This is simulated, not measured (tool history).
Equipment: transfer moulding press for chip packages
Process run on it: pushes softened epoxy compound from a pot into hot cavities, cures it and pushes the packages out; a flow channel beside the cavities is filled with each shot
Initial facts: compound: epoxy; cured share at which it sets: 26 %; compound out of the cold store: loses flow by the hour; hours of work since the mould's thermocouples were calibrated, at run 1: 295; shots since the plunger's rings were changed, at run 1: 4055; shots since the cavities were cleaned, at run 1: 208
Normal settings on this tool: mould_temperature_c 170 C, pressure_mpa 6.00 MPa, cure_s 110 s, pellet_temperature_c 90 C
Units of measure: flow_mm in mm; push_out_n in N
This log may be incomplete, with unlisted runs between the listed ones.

run,day,mould_temperature_c,pressure_mpa,cure_s,pellet_temperature_c,hours of work since the mould's thermocouples were calibrated,shots since the plunger's rings were changed,shots since the cavities were cleaned,incoming compound's hours out of the cold store,flow_mm,push_out_n
1,0.000,170,6.00,110,90,295,4055,208,25.7,951,464
2,0.925,170,6.00,110,90,306,4218,371,10.1,1108,489
3,2.262,170,6.00,110,90,321,4454,607,45.6,829,469
4,3.471,170,6.00,110,90,335,4667,820,15.7,1061,483
5,4.133,170,6.00,110,90,342,4784,937,13.0,1068,486
# day 4.396: cavities cleaned with cleaning compound and waxed
6,4.842,173,6.00,110,90,350,4897,78,10.1,1078,447
7,6.171,170,6.00,110,90,365,5132,313,20.6,1011,460
8,7.038,170,6.00,110,90,375,5285,466,12.2,1083,467
9,8.454,170,6.00,110,90,391,5535,716,10.0,1106,469
10,9.779,170,6.00,106,99,406,5769,950,32.7,926,468
# day 9.958: cavities cleaned with cleaning compound and waxed
11,10.767,177,5.63,110,90,417,5932,143,9.3,1052,424
12,12.038,177,5.63,146,100,432,6156,367,8.2,1061,428
13,13.471,170,6.82,105,90,448,6408,619,47.9,868,480
14,14.833,166,5.99,103,85,464,6649,860,23.6,990,608
# day 15.133: plunger's sealing rings changed
# day 15.638: cavities cleaned with cleaning compound and waxed
15,16.354,170,6.00,110,87,479,204,127,39.6,872,447
16,17.554,170,6.00,110,87,493,416,339,33.8,907,476
17,18.862,170,5.04,110,90,508,646,569,20.8,928,460
18,20.112,175,6.00,110,90,522,867,790,38.2,864,417

Entry by entry between the runs, the difference in hidden state between the last listed run before and the first listed run after:
Runs 5 to 6: cavities cleaned with cleaning compound and waxed (day 4.396)
  pressure that reaches the compound, % of what is set: 99.8 -> 99.79; grip of the stained cavities, % over clean ones': 0.9 -> 0.2
Runs 10 to 11: cavities cleaned with cleaning compound and waxed (day 9.958)
  grip of the stained cavities, % over clean ones': 0.9 -> 0.3
Runs 14 to 15: plunger's sealing rings changed (day 15.133); cavities cleaned with cleaning compound and waxed (day 15.638)
  pressure that reaches the compound, % of what is set: 99.72 -> 99.98; grip of the stained cavities, % over clean ones': 0.8 -> 0.3
